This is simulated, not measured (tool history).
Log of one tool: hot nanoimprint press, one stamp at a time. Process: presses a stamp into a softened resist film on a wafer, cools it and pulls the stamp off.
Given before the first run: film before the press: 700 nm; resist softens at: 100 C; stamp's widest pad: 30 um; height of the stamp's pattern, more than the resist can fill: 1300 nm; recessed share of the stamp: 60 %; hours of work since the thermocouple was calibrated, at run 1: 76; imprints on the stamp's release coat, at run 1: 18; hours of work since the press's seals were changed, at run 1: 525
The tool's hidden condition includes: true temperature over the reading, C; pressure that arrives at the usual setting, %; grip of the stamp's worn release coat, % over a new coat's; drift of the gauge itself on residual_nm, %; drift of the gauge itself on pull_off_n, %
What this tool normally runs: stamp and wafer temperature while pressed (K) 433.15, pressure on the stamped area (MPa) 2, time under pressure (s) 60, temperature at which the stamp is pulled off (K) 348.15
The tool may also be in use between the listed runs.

| run | hour | stamp and wafer temperature while pressed (K) | pressure on the stamped area (MPa) | time under pressure (s) | temperature at which the stamp is pulled off (K) | hours of work since the thermocouple was calibrated | imprints on the stamp's release coat | hours of work since the press's seals were changed | resist left under the stamp's widest pad (angstrom) | greatest force while the stamp is pulled off (N) |
|---|---|---|---|---|---|---|---|---|---|---|
| 1 | 0 | 433.15 | 2 | 60 | 348.15 | 76 | 18 | 525 | 2813 | 140 |
| 2 | 28.3 | 433.15 | 2 | 60 | 348.15 | 90 | 85 | 539 | 2805 | 139 |
| 3 | 52.9 | 433.15 | 2 | 60 | 348.15 | 102 | 143 | 551 | 2817 | 140 |
| 4 | 74.4 | 440.15 | 2 | 60 | 348.15 | 113 | 194 | 562 | 1970 | 141 |
| 5 | 104.5 | 433.15 | 2 | 40 | 348.15 | 128 | 266 | 577 | 3227 | 142 |
| 6 | 125 | 444.15 | 2 | 60 | 348.15 | 138 | 314 | 587 | 1620 | 145 |
| 7 | 143.5 | 444.15 | 2 | 60 | 348.15 | 147 | 358 | 596 | 1620 | 143 |
| 8 | 163.7 | 444.15 | 2 | 60 | 348.15 | 157 | 406 | 606 | 1621 | 145 |
| 9 | 187.6 | 444.15 | 2 | 60 | 348.15 | 169 | 463 | 618 | 1623 | 145 |
| 10 | 216.7 | 444.15 | 2.68 | 60 | 348.15 | 183 | 531 | 632 | 1365 | 144 |
| 11 | 247.9 | 433.15 | 2 | 60 | 335.15 | 199 | 605 | 648 | 2785 | 198 |
| 12 | 278.4 | 433.15 | 2 | 33 | 348.15 | 214 | 678 | 663 | 3412 | 147 |
| 13 | 313.3 | 433.15 | 2 | 33 | 348.15 | 231 | 761 | 680 | 3409 | 150 |
| 14 | 335.5 | 433.15 | 2 | 33 | 348.15 | 242 | 813 | 691 | 3415 | 149 |
| 15 | 356.1 | 433.15 | 2 | 33 | 348.15 | 252 | 862 | 701 | 3392 | 150 |
| 16 | 382.5 | 435.15 | 2.7 | 54 | 353.15 | 265 | 925 | 714 | 2201 | 128 |
| 17 | 414.9 | 435.15 | 2.7 | 54 | 353.15 | 281 | 1001 | 730 | 2204 | 128 |
| 18 | 437.9 | 435.15 | 2.7 | 33 | 353.15 | 292 | 1056 | 741 | 2624 | 131 |
| 19 | 457.1 | 435.15 | 2.7 | 33 | 353.15 | 302 | 1102 | 751 | 2613 | 130 |
| 20 | 492.6 | 427.15 | 2.7 | 33 | 353.15 | 319 | 1185 | 768 | 3925 | 131 |
| 21 | 507.6 | 427.15 | 2.7 | 33 | 353.15 | 327 | 1221 | 776 | 3925 | 131 |
| 22 | 525.2 | 433.15 | 1.69 | 60 | 348.15 | 335 | 1263 | 784 | 3022 | 153 |
| 23 | 558.6 | 442.15 | 2 | 60 | 352.15 | 352 | 1342 | 801 | 1768 | 137 |
| 24 | 587.6 | 431.15 | 1.83 | 76 | 340.15 | 366 | 1411 | 815 | 2963 | 190 |
| 25 | 607 | 430.15 | 1.3 | 60 | 334.15 | 376 | 1457 | 825 | 3984 | 217 |
| 26 | 624.2 | 430.15 | 2.66 | 60 | 334.15 | 384 | 1498 | 833 | 2770 | 219 |
| 27 | 646.5 | 425.15 | 2.01 | 96 | 335.15 | 395 | 1550 | 844 | 3590 | 215 |
| 28 | 668.3 | 445.15 | 1.63 | 96 | 335.15 | 406 | 1602 | 855 | 1447 | 214 |
| 29 | 700.4 | 428.15 | 1.73 | 85 | 355.15 | 422 | 1678 | 871 | 3439 | 127 |

Below, some changes in resist left under the stamp's widest pad (angstrom) between adjacent runs. For each, the amount present without the hidden state too (settings, incoming material, random variation) and the amount remaining for the hidden state with gauge scatter not shared by both compared results:
Run 27 -> 28: stamp and wafer temperature while pressed (K) 425.15 -> 445.15, pressure on the stamped area (MPa) 2.01 -> 1.63. resist left under the stamp's widest pad (angstrom) -2143: hidden state +80, all else -2223.
Run 28 -> 29: stamp and wafer temperature while pressed (K) 445.15 -> 428.15, pressure on the stamped area (MPa) 1.63 -> 1.73, time under pressure (s) 96 -> 85, temperature at which the stamp is pulled off (K) 335.15 -> 355.15. resist left under the stamp's widest pad (angstrom) +1992: hidden state -86, all else +2078.

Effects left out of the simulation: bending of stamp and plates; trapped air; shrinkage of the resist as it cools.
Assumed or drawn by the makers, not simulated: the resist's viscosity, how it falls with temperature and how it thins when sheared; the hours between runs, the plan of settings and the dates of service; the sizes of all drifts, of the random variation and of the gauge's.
